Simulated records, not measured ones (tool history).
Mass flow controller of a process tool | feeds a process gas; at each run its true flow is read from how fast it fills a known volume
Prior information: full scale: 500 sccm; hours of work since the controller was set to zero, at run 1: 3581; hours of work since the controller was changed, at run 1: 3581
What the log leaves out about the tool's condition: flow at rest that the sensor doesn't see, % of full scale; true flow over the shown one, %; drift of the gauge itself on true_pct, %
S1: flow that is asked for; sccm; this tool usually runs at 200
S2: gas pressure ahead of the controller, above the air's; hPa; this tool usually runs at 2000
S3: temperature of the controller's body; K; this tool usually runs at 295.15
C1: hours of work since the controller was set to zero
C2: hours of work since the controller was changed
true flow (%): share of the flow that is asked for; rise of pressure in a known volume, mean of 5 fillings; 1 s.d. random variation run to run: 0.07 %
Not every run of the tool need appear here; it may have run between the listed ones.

{"run": 1, "hour": 0.0, "S1": 200, "S2": 2000, "S3": 295.15, "C1": 3581, "C2": 3581, "true flow (%)": 98.84}
{"run": 2, "hour": 103.9, "S1": 200, "S2": 2000, "S3": 295.15, "C1": 3646, "C2": 3646, "true flow (%)": 99.02}
{"run": 3, "hour": 281.2, "S1": 200, "S2": 2000, "S3": 295.15, "C1": 3756, "C2": 3756, "true flow (%)": 98.99}
{"run": 4, "hour": 381.3, "S1": 200, "S2": 2000, "S3": 295.15, "C1": 3818, "C2": 3818, "true flow (%)": 98.93}
{"run": 5, "hour": 486.6, "S1": 200, "S2": 1760, "S3": 295.15, "C1": 3883, "C2": 3883, "true flow (%)": 99.06}
{"run": 6, "hour": 597.4, "S1": 200, "S2": 1760, "S3": 295.15, "C1": 3952, "C2": 3952, "true flow (%)": 99.18}
{"run": 7, "hour": 706.0, "S1": 120, "S2": 2000, "S3": 295.15, "C1": 4019, "C2": 4019, "true flow (%)": 98.5}
{"run": 8, "hour": 805.0, "S1": 120, "S2": 2000, "S3": 295.15, "C1": 4080, "C2": 4080, "true flow (%)": 98.56}
{"run": 9, "hour": 887.6, "S1": 200, "S2": 2000, "S3": 300.15, "C1": 4132, "C2": 4132, "true flow (%)": 98.43}
{"run": 10, "hour": 967.7, "S1": 200, "S2": 1440, "S3": 295.15, "C1": 4181, "C2": 4181, "true flow (%)": 99.23}
{"run": 11, "hour": 1058.3, "S1": 200, "S2": 1440, "S3": 295.15, "C1": 4237, "C2": 4237, "true flow (%)": 99.25}
{"run": 12, "hour": 1187.2, "S1": 200, "S2": 2000, "S3": 295.15, "C1": 4317, "C2": 4317, "true flow (%)": 98.97}
{"run": 13, "hour": 1288.0, "S1": 200, "S2": 1700, "S3": 295.15, "C1": 4380, "C2": 4380, "true flow (%)": 99.19}
{"run": 14, "hour": 1458.0, "S1": 200, "S2": 1700, "S3": 295.15, "C1": 4485, "C2": 4485, "true flow (%)": 99.12}
{"run": 15, "hour": 1537.0, "S1": 200, "S2": 1700, "S3": 295.15, "C1": 4534, "C2": 4534, "true flow (%)": 99.14}
{"run": 16, "hour": 1647.7, "S1": 200, "S2": 2080, "S3": 295.15, "C1": 4603, "C2": 4603, "true flow (%)": 98.94}
{"run": 17, "hour": 1757.9, "S1": 200, "S2": 2080, "S3": 295.15, "C1": 4671, "C2": 4671, "true flow (%)": 98.79}
{"run": 18, "hour": 1886.7, "S1": 200, "S2": 2080, "S3": 295.15, "C1": 4751, "C2": 4751, "true flow (%)": 98.88}
{"run": 19, "hour": 2052.2, "S1": 200, "S2": 2080, "S3": 295.15, "C1": 4853, "C2": 4853, "true flow (%)": 99.01}
{"run": 20, "hour": 2162.7, "S1": 200, "S2": 2080, "S3": 295.15, "C1": 4922, "C2": 4922, "true flow (%)": 98.83}
{"run": 21, "hour": 2311.6, "S1": 200, "S2": 2080, "S3": 295.15, "C1": 5014, "C2": 5014, "true flow (%)": 98.87}
{"run": 22, "hour": 2485.5, "S1": 364, "S2": 1860, "S3": 301.15, "C1": 5122, "C2": 5122, "true flow (%)": 99.18}
{"run": 23, "hour": 2612.0, "S1": 135, "S2": 2790, "S3": 300.15, "C1": 5200, "C2": 5200, "true flow (%)": 97.57}
{"run": 24, "hour": 2756.5, "S1": 84, "S2": 2000, "S3": 301.15, "C1": 5290, "C2": 5290, "true flow (%)": 97.86}
{"run": 25, "hour": 2839.3, "S1": 84, "S2": 2000, "S3": 301.15, "C1": 5341, "C2": 5341, "true flow (%)": 97.77}
{"run": 26, "hour": 2949.1, "S1": 59, "S2": 2000, "S3": 300.15, "C1": 5409, "C2": 5409, "true flow (%)": 97.86}
{"run": 27, "hour": 3036.3, "S1": 63, "S2": 1460, "S3": 299.15, "C1": 5463, "C2": 5463, "true flow (%)": 98.39}
{"run": 28, "hour": 3159.2, "S1": 88, "S2": 2000, "S3": 308.15, "C1": 5540, "C2": 5540, "true flow (%)": 97.2}
{"run": 29, "hour": 3231.5, "S1": 191, "S2": 1750, "S3": 295.15, "C1": 5584, "C2": 5584, "true flow (%)": 99.11}
{"run": 30, "hour": 3400.7, "S1": 191, "S2": 1750, "S3": 295.15, "C1": 5689, "C2": 5689, "true flow (%)": 99.04}
{"run": 31, "hour": 3544.9, "S1": 191, "S2": 1750, "S3": 295.15, "C1": 5779, "C2": 5779, "true flow (%)": 98.91}
{"run": 32, "hour": 3690.2, "S1": 434, "S2": 2000, "S3": 296.15, "C1": 5869, "C2": 5869, "true flow (%)": 99.82}
{"run": 33, "hour": 3835.7, "S1": 200, "S2": 1920, "S3": 297.15, "C1": 5959, "C2": 5959, "true flow (%)": 98.73}
{"run": 34, "hour": 3992.2, "S1": 200, "S2": 1920, "S3": 297.15, "C1": 6056, "C2": 6056, "true flow (%)": 98.86}
{"run": 35, "hour": 4084.7, "S1": 338, "S2": 1630, "S3": 299.15, "C1": 6113, "C2": 6113, "true flow (%)": 99.42}
{"run": 36, "hour": 4174.0, "S1": 461, "S2": 2010, "S3": 309.15, "C1": 6169, "C2": 6169, "true flow (%)": 98.86}
{"run": 37, "hour": 4306.0, "S1": 461, "S2": 2010, "S3": 309.15, "C1": 6250, "C2": 6250, "true flow (%)": 98.83}
{"run": 38, "hour": 4417.3, "S1": 288, "S2": 1620, "S3": 295.15, "C1": 6319, "C2": 6319, "true flow (%)": 99.66}
{"run": 39, "hour": 4522.5, "S1": 288, "S2": 2570, "S3": 306.15, "C1": 6385, "C2": 6385, "true flow (%)": 97.81}
{"run": 40, "hour": 4667.9, "S1": 288, "S2": 2570, "S3": 306.15, "C1": 6475, "C2": 6475, "true flow (%)": 97.88}
{"run": 41, "hour": 4782.6, "S1": 98, "S2": 2570, "S3": 310.15, "C1": 6546, "C2": 6546, "true flow (%)": 96.77}
{"run": 42, "hour": 4863.1, "S1": 98, "S2": 1960, "S3": 312.15, "C1": 6596, "C2": 6596, "true flow (%)": 96.99}

4 options for the next run, each taken on its own from the tool as it stands now. Forecast them:
{"run": "A", "hour": 4968.6, "S1": 98, "S2": 1910, "S3": 299.15, "C1": 6661, "C2": 6661, "true flow (%)": "?"}
{"run": "B", "hour": 4968.6, "S1": 65, "S2": 2000, "S3": 295.15, "C1": 6661, "C2": 6661, "true flow (%)": "?"}
{"run": "C", "hour": 4968.6, "S1": 67, "S2": 2590, "S3": 302.15, "C1": 6661, "C2": 6661, "true flow (%)": "?"}
{"run": "D", "hour": 4968.6, "S1": 70, "S2": 2420, "S3": 294.15, "C1": 6661, "C2": 6661, "true flow (%)": "?"}

run=A true_flow_(%)=98.21
run=B true_flow_(%)=98.32
run=C true_flow_(%)=97.18
run=D true_flow_(%)=98.16
What these runs would have given with no unlogged condition in the tool:
run=A true_flow_(%)=98.21
run=B true_flow_(%)=98.33
run=C true_flow_(%)=97.18
run=D true_flow_(%)=98.16
